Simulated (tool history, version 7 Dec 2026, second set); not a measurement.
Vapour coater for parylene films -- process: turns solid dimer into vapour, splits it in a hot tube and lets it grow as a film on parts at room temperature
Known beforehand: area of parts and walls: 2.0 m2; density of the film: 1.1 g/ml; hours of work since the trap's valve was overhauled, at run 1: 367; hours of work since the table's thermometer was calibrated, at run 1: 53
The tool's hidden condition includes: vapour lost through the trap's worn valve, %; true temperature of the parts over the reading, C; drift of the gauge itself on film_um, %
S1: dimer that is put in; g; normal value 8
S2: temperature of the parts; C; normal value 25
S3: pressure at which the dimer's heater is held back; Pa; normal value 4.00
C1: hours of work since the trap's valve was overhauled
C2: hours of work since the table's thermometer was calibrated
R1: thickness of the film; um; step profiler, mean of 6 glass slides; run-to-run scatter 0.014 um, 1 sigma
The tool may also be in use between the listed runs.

Run 1, hour 0.0: usual settings; C1 367; C2 53. Result: R1 1.96 um.
Run 2, hour 11.5: usual settings; C1 375; C2 61. Result: R1 1.93 um.
Run 3, hour 23.3: usual settings; C1 383; C2 69. Result: R1 1.96 um.
Run 4, hour 34.9: usual settings; C1 391; C2 77. Result: R1 1.93 um.
Run 5, hour 43.3: usual settings; C1 396; C2 83. Result: R1 1.94 um.
Run 6, hour 53.0: usual settings; C1 403; C2 89. Result: R1 1.94 um.
Run 7, hour 61.7: usual settings; C1 409; C2 95. Result: R1 1.92 um.
Run 8, hour 80.9: usual settings; C1 422; C2 108. Result: R1 1.93 um.
Run 9, hour 93.3: usual settings but S2 33 C; C1 431; C2 117. Result: R1 1.38 um.
Run 10, hour 101.3: usual settings; C1 436; C2 122. Result: R1 1.91 um.
Run 11, hour 111.7: usual settings but S1 10 g, S2 23 C, S3 3.43 Pa; C1 443; C2 130. Result: R1 2.61 um.
Run 12, hour 127.9: usual settings but S1 9 g, S2 30 C, S3 11.20 Pa; C1 454; C2 141. Result: R1 1.54 um.
Run 13, hour 142.3: usual settings but S1 5 g, S2 34 C; C1 464; C2 150. Result: R1 0.80 um.
Run 14, hour 153.2: usual settings but S1 13 g, S2 22 C, S3 6.81 Pa; C1 471; C2 158. Result: R1 3.26 um.
Run 15, hour 165.2: usual settings but S1 7 g, S2 20 C, S3 6.81 Pa; C1 480; C2 166. Result: R1 1.89 um.
Run 16, hour 177.9: usual settings but S1 7 g, S3 8.28 Pa; C1 488; C2 175. Result: R1 1.53 um.
Run 17, hour 185.8: usual settings but S1 14 g, S2 23 C, S3 2.14 Pa; C1 494; C2 180. Result: R1 3.90 um.
Run 18, hour 193.6: usual settings but S1 14 g, S2 23 C, S3 2.14 Pa; C1 499; C2 185. Result: R1 3.90 um.
Run 19, hour 211.0: usual settings but S1 9 g, S2 29 C, S3 2.64 Pa; C1 511; C2 197. Result: R1 1.89 um.

Consider 5 possible next runs. They are alternatives, not a sequence: every one starts from the tool as it was left by run 19. What does each give?
Run A, hour 221.7: usual settings but S1 9 g, S2 29 C, S3 3.59 Pa; C1 518; C2 204. Result: R1 ?.
Run B, hour 221.7: usual settings but S1 9 g, S2 34 C, S3 2.64 Pa; C1 518; C2 204. Result: R1 ?.
Run C, hour 221.7: usual settings but S1 9 g, S2 19 C, S3 4.30 Pa; C1 518; C2 204. Result: R1 ?.
Run D, hour 221.7: usual settings but S1 5 g, S3 2.65 Pa; C1 518; C2 204. Result: R1 ?.
Run E, hour 221.7: usual settings but S3 4.92 Pa; C1 518; C2 204. Result: R1 ?.

run    R1
  A  1.83
  B  1.53
  C  2.71
  D  1.24
  E  1.84
With no hidden state in the tool, these same runs would have given:
run    R1
  A  2.01
  B  1.68
  C  2.97
  D  1.36
  E  2.02
